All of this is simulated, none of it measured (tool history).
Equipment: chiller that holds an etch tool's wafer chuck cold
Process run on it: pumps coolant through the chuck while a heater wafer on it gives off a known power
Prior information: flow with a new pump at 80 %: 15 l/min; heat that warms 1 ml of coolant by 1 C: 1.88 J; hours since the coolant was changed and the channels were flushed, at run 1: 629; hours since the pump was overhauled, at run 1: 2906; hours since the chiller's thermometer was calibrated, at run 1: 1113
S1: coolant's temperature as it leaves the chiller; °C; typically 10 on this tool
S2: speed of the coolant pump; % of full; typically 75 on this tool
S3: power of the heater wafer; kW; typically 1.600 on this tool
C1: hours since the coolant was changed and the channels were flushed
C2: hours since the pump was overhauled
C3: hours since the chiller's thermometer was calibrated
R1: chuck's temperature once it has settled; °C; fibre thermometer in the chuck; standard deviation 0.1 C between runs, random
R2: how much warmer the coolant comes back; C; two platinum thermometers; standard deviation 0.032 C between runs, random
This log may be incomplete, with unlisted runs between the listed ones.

run,hour,S1,S2,S3,C1,C2,C3,R1,R2
1,0.0,10,75,1.600,629,2906,1113,24.5,3.96
2,135.1,10,75,1.600,764,3041,1248,24.6,3.96
3,241.0,10,75,1.600,870,3147,1354,24.8,3.92
4,311.4,10,75,1.600,940,3217,1425,24.5,3.95
5,388.5,10,75,1.600,1017,3294,1502,24.9,3.98
6,456.0,10,75,1.600,1085,3362,1569,24.8,4.01
7,580.3,10,75,1.600,1209,3486,1694,24.9,3.99
8,692.6,10,75,1.600,1321,3598,1806,25.0,3.97
9,797.4,10,75,1.600,1426,3703,1911,25.2,3.95
10,878.7,10,75,1.600,1507,3784,1992,25.1,4.02
11,951.4,10,75,1.600,1580,3857,2065,25.2,4.08
12,1085.1,10,75,1.600,1714,3991,2198,25.4,4.04
13,1175.4,10,75,1.600,1804,4081,2289,25.6,4.04
14,1309.9,10,83,1.600,1939,4216,2423,24.2,3.64
15,1377.0,10,75,1.600,2006,4283,2490,25.5,4.01
16,1519.4,10,97,1.600,2148,4425,2633,22.4,3.10
17,1631.0,10,97,1.600,2260,4537,2744,22.3,3.12
18,1760.3,10,97,1.600,2389,4666,2874,22.6,3.18
# hour 1802.9: chiller's thermometer calibrated
19,1878.7,10,73,0.828,2506,4783,76,18.7,2.18
20,1978.4,6,75,1.143,2606,4883,176,17.7,2.96
21,2063.5,14,83,1.346,2691,4968,261,26.4,3.09
22,2182.2,3,65,1.870,2810,5087,379,25.1,5.72
23,2261.2,3,65,1.870,2889,5166,458,25.3,5.74
24,2357.3,3,97,1.600,2985,5262,554,16.0,3.18
25,2469.3,14,97,0.889,3097,5374,666,21.2,1.79
26,2575.5,14,88,0.889,3203,5480,773,22.1,1.94
27,2649.7,10,75,0.862,3277,5554,847,19.1,2.32
28,2744.6,10,75,0.862,3372,5649,942,19.1,2.27
29,2828.2,13,93,1.895,3456,5733,1025,29.6,3.96
30,2912.9,10,67,0.834,3541,5818,1110,20.0,2.54
31,2999.4,7,67,0.834,3627,5904,1197,17.0,2.56
32,3065.8,10,66,2.190,3693,5970,1263,37.3,6.75

Subtracting, for every run, the result it would have given without the tool's unlogged condition from the measured result gives the following. The same run-to-run variation enters both numbers; the gauge's scatter may not:
Hidden conditions of the tool in this case: heat passed by the chuck's channels, % of clean ones'; flow at a given pump speed, % of a new pump's; coolant's true temperature over the reading, C; drift of the gauge itself on chuck_c, C; drift of the gauge itself on warmer_back_c, C.
run,R1,R2
1,+1.2,+0.28
2,+1.3,+0.30
3,+1.4,+0.31
4,+1.4,+0.31
5,+1.5,+0.33
6,+1.6,+0.34
7,+1.7,+0.35
8,+1.8,+0.36
9,+1.9,+0.36
10,+1.9,+0.37
11,+2.0,+0.39
12,+2.1,+0.40
13,+2.2,+0.40
14,+2.1,+0.37
15,+2.3,+0.42
16,+1.9,+0.34
17,+2.0,+0.35
18,+2.1,+0.35
19,+1.6,+0.25
20,+2.2,+0.35
21,+2.4,+0.38
22,+4.4,+0.70
23,+4.6,+0.72
24,+2.7,+0.40
25,+1.4,+0.23
26,+1.6,+0.26
27,+2.0,+0.31
28,+2.0,+0.31
29,+3.9,+0.55
30,+2.3,+0.36
31,+2.3,+0.37
32,+6.7,+0.98
